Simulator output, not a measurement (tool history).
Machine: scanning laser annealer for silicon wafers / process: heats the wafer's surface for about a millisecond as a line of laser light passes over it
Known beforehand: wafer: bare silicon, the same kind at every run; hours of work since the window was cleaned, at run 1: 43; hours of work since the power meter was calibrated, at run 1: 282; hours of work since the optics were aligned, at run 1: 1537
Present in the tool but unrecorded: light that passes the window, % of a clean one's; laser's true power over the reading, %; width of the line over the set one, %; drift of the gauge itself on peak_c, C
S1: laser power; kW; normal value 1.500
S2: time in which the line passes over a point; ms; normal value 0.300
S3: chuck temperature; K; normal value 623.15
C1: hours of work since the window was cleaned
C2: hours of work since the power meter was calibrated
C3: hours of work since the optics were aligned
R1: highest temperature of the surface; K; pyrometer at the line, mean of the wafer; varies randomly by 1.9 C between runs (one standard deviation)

run	hour	S1	S2	S3	C1	C2	C3	R1
1	0.0	1.500	0.300	623.15	43	282	1537	1439.15
2	26.4	1.500	0.300	623.15	59	298	1553	1434.15
3	48.7	1.500	0.300	623.15	72	311	1566	1437.15
4	73.1	1.500	0.300	623.15	86	326	1580	1432.15
5	96.5	1.336	0.300	623.15	100	340	1594	1342.15
6	126.1	1.408	0.300	623.15	118	357	1612	1381.15
7	153.8	1.408	0.300	623.15	134	373	1628	1379.15
8	178.7	1.500	0.300	623.15	149	388	1643	1429.15
9	212.4	1.500	0.300	623.15	169	408	1663	1428.15
10	238.5	1.500	0.300	623.15	184	424	1678	1425.15
11	265.1	1.500	0.300	623.15	200	439	1694	1425.15
# hour 272.7: optics aligned, line set to its width
12	293.7	1.500	0.300	623.15	214	453	12	1447.15
13	319.7	1.500	0.300	623.15	229	469	28	1441.15
14	355.2	1.500	0.300	623.15	250	490	49	1444.15
15	374.1	1.500	0.300	623.15	261	501	60	1444.15
16	410.1	1.500	0.300	623.15	283	522	81	1442.15
17	432.3	1.500	0.300	607.15	296	535	94	1425.15
18	449.7	1.500	0.300	623.15	306	546	105	1437.15
19	471.6	1.500	0.300	623.15	319	558	118	1435.15
# hour 476.4: laser's power meter calibrated
20	497.1	1.500	0.300	623.15	332	12	131	1437.15
21	519.0	1.500	0.300	612.15	345	25	144	1425.15
22	546.4	1.500	0.300	612.15	362	41	160	1422.15
23	574.4	1.493	0.300	648.15	378	58	177	1455.15
# hour 595.4: laser's power meter calibrated, once more
24	597.4	1.500	0.250	623.15	390	1	189	1371.15
25	626.6	1.373	0.250	637.15	407	18	206	1317.15
26	660.9	1.476	0.250	637.15	428	39	226	1367.15
27	688.7	1.389	0.350	598.15	444	55	243	1393.15
28	719.8	1.389	0.379	585.15	462	74	261	1404.15
29	741.0	1.501	0.216	636.15	475	86	273	1336.15
30	769.3	1.566	0.320	623.15	492	103	290	1483.15
31	803.9	1.446	0.300	651.15	512	123	311	1420.15
32	820.8	1.500	0.360	659.15	522	133	321	1524.15
33	843.4	1.564	0.309	641.15	536	147	334	1484.15
# hour 868.2: window over the wafer cleaned
34	870.3	1.500	0.277	634.15	1	161	349	1430.15
35	905.7	1.594	0.222	634.15	22	182	370	1404.15
36	938.0	1.507	0.300	630.15	41	201	389	1458.15
37	956.7	1.482	0.300	656.15	52	213	400	1467.15
38	982.6	1.500	0.270	634.15	68	228	415	1419.15
39	1007.3	1.500	0.238	610.15	82	242	430	1353.15
40	1032.3	1.325	0.377	615.15	97	257	445	1410.15
41	1056.6	1.325	0.377	615.15	111	272	459	1405.15

3 ways to go on from here, each from the tool as it stands after run 41. What would each give?
A	1092.0	1.580	0.273	591.15	132	293	480	?
B	1092.0	1.381	0.372	586.15	132	293	480	?
C	1092.0	1.390	0.371	652.15	132	293	480	?

run	R1
A	1413.15
B	1407.15
C	1477.15
Without the tool's hidden state the same runs would have given:
run	R1
A	1432.15
B	1425.15
C	1496.15
